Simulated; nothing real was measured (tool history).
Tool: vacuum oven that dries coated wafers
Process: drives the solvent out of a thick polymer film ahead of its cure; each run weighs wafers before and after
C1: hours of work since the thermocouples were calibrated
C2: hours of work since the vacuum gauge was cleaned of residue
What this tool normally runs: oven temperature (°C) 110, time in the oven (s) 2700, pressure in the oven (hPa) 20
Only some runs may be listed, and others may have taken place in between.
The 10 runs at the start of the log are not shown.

Run 11, hour 417.8: usual settings but oven temperature (°C) 123, time in the oven (s) 3720; C1 1165; C2 985. Result: solvent left in the film (%) 1.47.
Run 12, hour 448.6: usual settings but oven temperature (°C) 123, time in the oven (s) 3720; C1 1184; C2 1004. Result: solvent left in the film (%) 1.44.
Run 13, hour 504.5: usual settings; C1 1218; C2 1038. Result: solvent left in the film (%) 5.14.
Run 14, hour 531.5: usual settings; C1 1235; C2 1055. Result: solvent left in the film (%) 4.97.
Run 15, hour 564.3: usual settings; C1 1255; C2 1074. Result: solvent left in the film (%) 5.04.
Run 16, hour 610.2: usual settings but time in the oven (s) 3360; C1 1283; C2 1102. Result: solvent left in the film (%) 4.15.
Run 17, hour 652.5: usual settings but pressure in the oven (hPa) 22; C1 1308; C2 1128. Result: solvent left in the film (%) 5.3.
Run 18, hour 690.1: usual settings; C1 1331; C2 1151. Result: solvent left in the film (%) 5.06.
Run 19, hour 718.4: usual settings; C1 1348; C2 1168. Result: solvent left in the film (%) 5.04.
Run 20, hour 769.1: usual settings; C1 1379; C2 1199. Result: solvent left in the film (%) 5.16.
Run 21, hour 803.9: usual settings; C1 1400; C2 1220. Result: solvent left in the film (%) 5.1.
Run 22, hour 828.9: usual settings but oven temperature (°C) 103; C1 1416; C2 1235. Result: solvent left in the film (%) 8.02.
Run 23, hour 863.4: usual settings but oven temperature (°C) 103; C1 1437; C2 1256. Result: solvent left in the film (%) 8.03.
Run 24, hour 892.8: usual settings but oven temperature (°C) 101; C1 1454; C2 1274. Result: solvent left in the film (%) 8.93.
Run 25, hour 915.6: usual settings but oven temperature (°C) 101, time in the oven (s) 4740, pressure in the oven (hPa) 14.4; C1 1468; C2 1288. Result: solvent left in the film (%) 5.45.
Run 26, hour 958.4: usual settings but oven temperature (°C) 121, time in the oven (s) 2880, pressure in the oven (hPa) 10.7; C1 1494; C2 1314. Result: solvent left in the film (%) 1.41.
Run 27, hour 1009.6: usual settings but time in the oven (s) 1680, pressure in the oven (hPa) 50.1; C1 1525; C2 1345. Result: solvent left in the film (%) 9.76.
Run 28, hour 1045.1: usual settings but time in the oven (s) 1680, pressure in the oven (hPa) 50.1; C1 1547; C2 1367. Result: solvent left in the film (%) 9.79.
Run 29, hour 1085.9: usual settings but oven temperature (°C) 103, pressure in the oven (hPa) 21.5; C1 1572; C2 1392. Result: solvent left in the film (%) 8.21.

The next listed run, before its measurement:
Run 30, hour 1133.2: usual settings but oven temperature (°C) 103, pressure in the oven (hPa) 21.5; C1 1601; C2 1421. Result: solvent left in the film (%) ?.

{"run 30": {"solvent left in the film (%)": 8.34}}
Take away the tool's hidden state, keep the run-to-run variation as it was, and the same run would have given solvent left in the film (%) 6.44.
